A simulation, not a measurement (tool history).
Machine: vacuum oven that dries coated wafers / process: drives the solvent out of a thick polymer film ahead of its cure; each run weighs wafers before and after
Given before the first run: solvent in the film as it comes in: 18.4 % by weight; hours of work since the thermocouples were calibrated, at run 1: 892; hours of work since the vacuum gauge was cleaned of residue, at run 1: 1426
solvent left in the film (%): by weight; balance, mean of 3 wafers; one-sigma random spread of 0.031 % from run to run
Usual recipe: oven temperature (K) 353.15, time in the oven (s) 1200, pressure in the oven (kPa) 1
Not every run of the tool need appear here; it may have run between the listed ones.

run,hour,oven temperature (K),time in the oven (s),pressure in the oven (kPa),hours of work since the thermocouples were calibrated,hours of work since the vacuum gauge was cleaned of residue,solvent left in the film (%)
1,0,353.15,1200,1,892,1426,4.69
2,33.7,353.15,1200,1,910,1444,4.66
3,91.6,353.15,1200,1,941,1475,4.67
# hour 121.4: oven's thermocouples calibrated
4,171.3,353.15,1200,1.28,27,1517,4.62
5,215.6,353.15,1200,1,51,1541,4.42
6,285.7,353.15,1200,1,88,1578,4.39
7,330.9,353.15,1200,1,113,1603,4.4
# hour 380.9: oven's thermocouples calibrated, once more
8,403.8,352.15,1200,1,12,1641,5.28
9,448.1,352.15,1200,1,36,1665,5.33
10,513,352.15,1200,1,71,1700,5.35
11,595.4,352.15,1200,1,115,1744,5.26
12,636.8,352.15,1200,1,138,1766,5.3
13,705.6,342.15,1200,1.41,175,1803,8.54
14,747.3,350.15,1440,3.53,197,1826,7.25
15,825,353.15,1800,1,239,1867,3.18
16,873.9,341.15,1380,0.89,265,1894,7.65
17,956.9,366.15,840,1,310,1938,3.39
18,1024.3,358.15,720,0.57,346,1975,5.85
19,1096.4,340.15,1020,3.19,385,2013,11.56
20,1155.4,340.15,1020,3.19,416,2045,11.46
21,1197.4,340.15,1020,3.19,439,2068,11.52
22,1277.5,340.15,1020,3.19,482,2111,11.53
23,1346.4,340.15,1020,3.19,519,2148,11.47

Each row is a separate what-if for the run after 23, all from the same tool condition, not one after another. Results?
A,1427.6,352.15,900,1.89,563,2191,?
B,1427.6,360.15,1080,1.12,563,2191,?
C,1427.6,340.15,1020,2.19,563,2191,?
D,1427.6,340.15,1020,1.33,563,2191,?

run,solvent left in the film (%)
A,7.18
B,3.67
C,10.43
D,9.65
Without the tool's unlogged condition, the same runs would have read:
run,solvent left in the film (%)
A,7.31
B,3.75
C,10.48
D,9.68
